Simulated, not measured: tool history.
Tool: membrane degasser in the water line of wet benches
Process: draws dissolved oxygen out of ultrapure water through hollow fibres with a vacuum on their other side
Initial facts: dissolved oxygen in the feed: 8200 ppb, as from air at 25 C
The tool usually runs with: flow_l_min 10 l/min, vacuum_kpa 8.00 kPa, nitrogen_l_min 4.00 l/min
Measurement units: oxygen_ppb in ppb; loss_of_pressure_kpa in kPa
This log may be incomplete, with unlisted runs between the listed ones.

run 1 hour=0.0 | flow_l_min=10 vacuum_kpa=8.00 nitrogen_l_min=4.00 | oxygen_ppb=36.3 loss_of_pressure_kpa=66.62
run 2 hour=83.0 | flow_l_min=10 vacuum_kpa=8.00 nitrogen_l_min=4.00 | oxygen_ppb=36.0 loss_of_pressure_kpa=66.67
run 3 hour=202.7 | flow_l_min=10 vacuum_kpa=8.00 nitrogen_l_min=4.00 | oxygen_ppb=36.9 loss_of_pressure_kpa=66.80
run 4 hour=335.4 | flow_l_min=10 vacuum_kpa=8.00 nitrogen_l_min=4.00 | oxygen_ppb=36.5 loss_of_pressure_kpa=66.71
run 5 hour=436.7 | flow_l_min=10 vacuum_kpa=8.00 nitrogen_l_min=4.00 | oxygen_ppb=36.0 loss_of_pressure_kpa=66.16
run 6 hour=517.9 | flow_l_min=10 vacuum_kpa=8.00 nitrogen_l_min=4.00 | oxygen_ppb=36.1 loss_of_pressure_kpa=66.23
run 7 hour=582.3 | flow_l_min=10 vacuum_kpa=8.00 nitrogen_l_min=7.56 | oxygen_ppb=22.5 loss_of_pressure_kpa=66.42
run 8 hour=689.6 | flow_l_min=10 vacuum_kpa=8.00 nitrogen_l_min=4.00 | oxygen_ppb=35.9 loss_of_pressure_kpa=65.88
run 9 hour=800.4 | flow_l_min=13 vacuum_kpa=10.36 nitrogen_l_min=10.88 | oxygen_ppb=45.9 loss_of_pressure_kpa=86.19
run 10 hour=858.3 | flow_l_min=11 vacuum_kpa=6.97 nitrogen_l_min=1.65 | oxygen_ppb=72.2 loss_of_pressure_kpa=72.22
run 11 hour=935.0 | flow_l_min=16 vacuum_kpa=16.78 nitrogen_l_min=5.02 | oxygen_ppb=165.1 loss_of_pressure_kpa=105.07
run 12 hour=1063.4 | flow_l_min=9 vacuum_kpa=9.23 nitrogen_l_min=8.81 | oxygen_ppb=18.5 loss_of_pressure_kpa=58.57
run 13 hour=1123.5 | flow_l_min=10 vacuum_kpa=9.23 nitrogen_l_min=2.39 | oxygen_ppb=68.7 loss_of_pressure_kpa=65.37
run 14 hour=1240.4 | flow_l_min=10 vacuum_kpa=5.38 nitrogen_l_min=4.81 | oxygen_ppb=18.4 loss_of_pressure_kpa=65.55
run 15 hour=1354.8 | flow_l_min=10 vacuum_kpa=5.38 nitrogen_l_min=4.81 | oxygen_ppb=18.0 loss_of_pressure_kpa=65.16

Alternative continuations, all from the tool just after run 15; predict every row:
-- hour=1387.6 gauge calibrated
run A hour=1441.9 | flow_l_min=10 vacuum_kpa=12.33 nitrogen_l_min=4.81 | oxygen_ppb=? loss_of_pressure_kpa=?
-- hour=1387.6 gauge calibrated
run B hour=1441.9 | flow_l_min=11 vacuum_kpa=7.46 nitrogen_l_min=1.66 | oxygen_ppb=? loss_of_pressure_kpa=?
-- hour=1387.6 gauge calibrated
run C hour=1441.9 | flow_l_min=11 vacuum_kpa=5.38 nitrogen_l_min=4.81 | oxygen_ppb=? loss_of_pressure_kpa=?

run=A oxygen_ppb=53.9 loss_of_pressure_kpa=66.93
run=B oxygen_ppb=79.7 loss_of_pressure_kpa=73.40
run=C oxygen_ppb=24.5 loss_of_pressure_kpa=73.70
Take away the tool's hidden state, keep each run's random variation, and the runs would have read:
run=A oxygen_ppb=53.7 loss_of_pressure_kpa=66.89
run=B oxygen_ppb=79.4 loss_of_pressure_kpa=73.36
run=C oxygen_ppb=24.4 loss_of_pressure_kpa=73.65
